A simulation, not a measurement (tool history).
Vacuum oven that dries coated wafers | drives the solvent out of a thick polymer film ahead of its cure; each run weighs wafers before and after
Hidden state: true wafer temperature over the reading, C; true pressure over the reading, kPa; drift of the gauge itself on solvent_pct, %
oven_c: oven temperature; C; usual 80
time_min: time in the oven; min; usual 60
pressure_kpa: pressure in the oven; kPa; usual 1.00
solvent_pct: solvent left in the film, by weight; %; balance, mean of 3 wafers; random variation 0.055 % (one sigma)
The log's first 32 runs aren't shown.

run,hour,oven_c,time_min,pressure_kpa,hours of work since the thermocouples were calibrated,hours of work since the vacuum gauge was cleaned of residue,solvent_pct
33,1091.3,95,88,3.11,322,877,0.78
34,1120.3,95,88,3.11,335,890,0.80
35,1156.7,79,87,3.11,352,906,2.64
36,1196.9,79,87,3.11,370,924,2.70
37,1224.3,81,90,3.70,383,937,2.37
38,1254.5,80,46,0.79,396,951,4.54
39,1281.5,84,70,1.83,409,963,1.80
40,1301.4,80,60,2.87,418,972,3.80
41,1331.1,80,60,2.28,431,985,3.55
42,1370.2,80,60,2.28,449,1003,3.71
43,1407.4,80,60,2.28,466,1020,3.58
44,1428.0,80,60,3.29,475,1029,4.07
45,1463.1,80,60,3.29,491,1045,3.94

Forecast each of these 5 alternatives for the next run:
A,1496.0,80,62,1.97,506,1060,?
B,1496.0,77,60,2.71,506,1060,?
C,1496.0,80,47,3.29,506,1060,?
D,1496.0,80,60,3.81,506,1060,?
E,1496.0,80,38,0.80,506,1060,?

run,solvent_pct
A,3.31
B,4.90
C,5.44
D,4.24
E,5.89
Without the tool's hidden state the same runs would have given:
run,solvent_pct
A,3.32
B,4.91
C,5.45
D,4.25
E,5.90
